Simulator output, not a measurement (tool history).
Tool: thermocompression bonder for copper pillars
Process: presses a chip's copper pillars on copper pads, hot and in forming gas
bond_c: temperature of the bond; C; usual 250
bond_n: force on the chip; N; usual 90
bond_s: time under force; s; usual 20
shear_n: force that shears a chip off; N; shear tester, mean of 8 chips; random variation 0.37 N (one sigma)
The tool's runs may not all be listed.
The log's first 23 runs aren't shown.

| run | hour | bond_c | bond_n | bond_s | hours of work since the heater was calibrated | hours of work since the force cell was calibrated | hours of work since the gas filter was changed | shear_n |
|---|---|---|---|---|---|---|---|---|
| 24 | 431.9 | 250 | 124 | 25 | 592 | 469 | 329 | 54.9 |
| 25 | 454.8 | 250 | 74 | 40 | 606 | 483 | 342 | 42.9 |
| 26 | 468.3 | 250 | 90 | 11 | 614 | 491 | 350 | 31.1 |
| 27 | 479.3 | 242 | 64 | 48 | 621 | 498 | 357 | 35.6 |
| 28 | 498.3 | 242 | 64 | 48 | 632 | 509 | 368 | 35.7 |
| 29 | 514.8 | 250 | 66 | 21 | 642 | 519 | 378 | 29.9 |
| 30 | 530.2 | 250 | 123 | 19 | 651 | 528 | 387 | 49.5 |
|  | 545.4 | forming gas filter changed |
| 31 | 549.9 | 250 | 123 | 19 | 662 | 539 | 3 | 53.8 |
| 32 | 565 | 268 | 92 | 26 | 671 | 548 | 12 | 57.2 |
| 33 | 579.5 | 268 | 92 | 26 | 680 | 557 | 20 | 57.6 |
| 34 | 598.3 | 250 | 69 | 26 | 691 | 568 | 32 | 36.1 |
| 35 | 615.6 | 250 | 69 | 26 | 702 | 579 | 42 | 35.9 |
| 36 | 636.7 | 240 | 90 | 20 | 714 | 591 | 55 | 35.7 |
| 37 | 657.9 | 240 | 90 | 20 | 727 | 604 | 67 | 35.8 |
| 38 | 671.4 | 240 | 63 | 20 | 735 | 612 | 75 | 25.1 |
| 39 | 691.1 | 250 | 67 | 20 | 747 | 624 | 87 | 31 |

4 ways to go on from here, each from the tool as it stands after run 39. What would each give?
| A | 709.4 | 251 | 123 | 20 | 758 | 635 | 98 | ? |
| B | 709.4 | 226 | 74 | 19 | 758 | 635 | 98 | ? |
| C | 709.4 | 241 | 91 | 17 | 758 | 635 | 98 | ? |
| D | 709.4 | 250 | 62 | 34 | 758 | 635 | 98 | ? |

| run | shear_n |
|---|---|
| A | 53 |
| B | 22.7 |
| C | 34.1 |
| D | 35 |
Without the tool's hidden state the same runs would have given:
| run | shear_n |
|---|---|
| A | 58.6 |
| B | 26.1 |
| C | 38.5 |
| D | 39.4 |

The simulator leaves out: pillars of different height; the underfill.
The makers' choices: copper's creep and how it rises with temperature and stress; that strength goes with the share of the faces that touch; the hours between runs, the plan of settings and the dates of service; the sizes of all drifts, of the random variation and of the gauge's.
